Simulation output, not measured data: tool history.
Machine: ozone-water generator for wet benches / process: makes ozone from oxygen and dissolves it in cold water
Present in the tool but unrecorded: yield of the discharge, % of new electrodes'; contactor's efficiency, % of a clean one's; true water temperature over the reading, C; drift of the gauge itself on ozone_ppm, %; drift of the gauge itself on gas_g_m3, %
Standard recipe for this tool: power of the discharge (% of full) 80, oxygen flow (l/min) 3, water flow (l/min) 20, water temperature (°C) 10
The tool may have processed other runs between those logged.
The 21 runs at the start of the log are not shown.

| run | hour | power of the discharge (% of full) | oxygen flow (l/min) | water flow (l/min) | water temperature (°C) | hours of work since the electrodes were changed | hours of work since the contactor was cleaned | hours of work since the thermometer was calibrated | dissolved ozone (ppm) | ozone in the gas ahead of the water (g/m3) |
|---|---|---|---|---|---|---|---|---|---|---|
| 22 | 849 | 80 | 3 | 24 | 10 | 1316 | 3274 | 252 | 9.8 | 159.7 |
| 23 | 904.8 | 80 | 3 | 18 | 15 | 1363 | 3321 | 298 | 13 | 158.7 |
| 24 | 945.9 | 65 | 2.76 | 22 | 6 | 1397 | 3355 | 332 | 9.3 | 142.9 |
| 25 | 980.3 | 65 | 2.76 | 22 | 6 | 1425 | 3384 | 361 | 9.3 | 142.3 |
| 26 | 1016.1 | 53 | 3.24 | 22 | 5 | 1455 | 3413 | 390 | 8.6 | 117.7 |
| 27 | 1055.5 | 80 | 3 | 32 | 16 | 1488 | 3446 | 423 | 6.6 | 159.5 |
| 28 | 1086 | 80 | 3 | 32 | 16 | 1513 | 3471 | 448 | 6.6 | 158.8 |
| 29 | 1138 | 80 | 3 | 15 | 17 | 1557 | 3515 | 492 | 15.1 | 161.4 |
| 30 | 1171.7 | 80 | 3 | 26 | 10 | 1585 | 3543 | 520 | 8.8 | 161.3 |
| 31 | 1223.4 | 49 | 3 | 17 | 16 | 1628 | 3586 | 563 | 9.7 | 113.5 |
| 32 | 1248.1 | 53 | 4.17 | 17 | 7 | 1648 | 3606 | 583 | 12.7 | 108.6 |

Below are 5 alternative next runs, each starting from the tool's condition after run 32. Predict each:
| A | 1280 | 64 | 4.17 | 17 | 7 | 1675 | 3633 | 610 | ? | ? |
| B | 1280 | 74 | 3.7 | 14 | 10 | 1675 | 3633 | 610 | ? | ? |
| C | 1280 | 53 | 4.17 | 13 | 7 | 1675 | 3633 | 610 | ? | ? |
| D | 1280 | 53 | 4.17 | 17 | 11 | 1675 | 3633 | 610 | ? | ? |
| E | 1280 | 45 | 3 | 20 | 10 | 1675 | 3633 | 610 | ? | ? |

| run | dissolved ozone (ppm) | ozone in the gas ahead of the water (g/m3) |
|---|---|---|
| A | 14 | 122.1 |
| B | 17.8 | 140.9 |
| C | 15.8 | 108.2 |
| D | 11.8 | 108.1 |
| E | 7.9 | 108.2 |
Had the tool no hidden state, the same runs would have come out as:
| run | dissolved ozone (ppm) | ozone in the gas ahead of the water (g/m3) |
|---|---|---|
| A | 14.8 | 125.4 |
| B | 18.8 | 145 |
| C | 16.5 | 110.7 |
| D | 12.4 | 110.5 |
| E | 8.3 | 110.2 |
